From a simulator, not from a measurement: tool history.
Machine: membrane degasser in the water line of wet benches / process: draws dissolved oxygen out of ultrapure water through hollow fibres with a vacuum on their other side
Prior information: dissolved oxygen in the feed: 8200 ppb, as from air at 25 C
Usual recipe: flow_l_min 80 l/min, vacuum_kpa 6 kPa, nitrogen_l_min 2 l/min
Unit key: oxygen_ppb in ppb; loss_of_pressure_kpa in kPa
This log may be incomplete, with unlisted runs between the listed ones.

| run | day | flow_l_min | vacuum_kpa | nitrogen_l_min | oxygen_ppb | loss_of_pressure_kpa |
|---|---|---|---|---|---|---|
| 1 | 0 | 80 | 6 | 2 | 440.9 | 40.26 |
| 2 | 2.35 | 80 | 6 | 2 | 446.4 | 40.23 |
| 3 | 6.2 | 80 | 6 | 2 | 441.5 | 40.27 |
| 4 | 8.592 | 80 | 6 | 2 | 435.2 | 40.43 |
| 5 | 11.846 | 80 | 6 | 2 | 440.7 | 40.3 |
| 6 | 16.508 | 80 | 6 | 1.56 | 493.2 | 40.27 |
| 7 | 21.333 | 80 | 6 | 1.56 | 483 | 40.41 |
| 8 | 24.2 | 80 | 6 | 2 | 439.3 | 40.32 |
| 9 | 26.512 | 80 | 6 | 2 | 441 | 40.44 |
| 10 | 29.075 | 80 | 6 | 2 | 454.1 | 40.76 |
| 11 | 31.488 | 80 | 6 | 5.61 | 326.1 | 40.42 |
| 12 | 34.188 | 80 | 6 | 5.61 | 318.1 | 40.39 |
| 13 | 38.954 | 80 | 6 | 5.61 | 314.4 | 40.28 |
|  | 39.575 | vacuum gauge calibrated |
| 14 | 41.688 | 80 | 8.02 | 5.61 | 382.5 | 40.25 |
| 15 | 44.017 | 80 | 8.02 | 5.61 | 386.3 | 40.2 |
| 16 | 47.579 | 70 | 6 | 1.34 | 411.2 | 35.04 |
| 17 | 50.329 | 80 | 10.47 | 2 | 752.1 | 40.32 |
| 18 | 54.821 | 81 | 7.54 | 2.55 | 510.6 | 40.71 |
| 19 | 58.475 | 122 | 9.48 | 2.55 | 1167.2 | 61.62 |
| 20 | 63.288 | 63 | 6 | 2 | 285.4 | 31.9 |
| 21 | 66.762 | 89 | 6.03 | 4.31 | 438.4 | 44.76 |
| 22 | 69.15 | 123 | 5.14 | 2 | 886.6 | 61.84 |
|  | 71.162 | seals of the vacuum lines changed |
| 23 | 73.458 | 123 | 5.14 | 2 | 890.4 | 61.94 |

Forecast each of these 4 alternatives for the next run:
| A | 76.675 | 80 | 7.18 | 3.78 | ? | ? |
| B | 76.675 | 60 | 5.14 | 2 | ? | ? |
| C | 76.675 | 86 | 12.89 | 1.5 | ? | ? |
| D | 76.675 | 50 | 4.54 | 5.28 | ? | ? |

| run | oxygen_ppb | loss_of_pressure_kpa |
|---|---|---|
| A | 412.5 | 40.19 |
| B | 203.5 | 30.34 |
| C | 1167.1 | 43.39 |
| D | 70.4 | 25.16 |
The same runs, with their run-to-run variation unchanged, on a tool lacking any hidden condition would have given:
| run | oxygen_ppb | loss_of_pressure_kpa |
|---|---|---|
| A | 412.1 | 40.16 |
| B | 203.3 | 30.33 |
| C | 1166.6 | 43.37 |
| D | 70.2 | 25.15 |
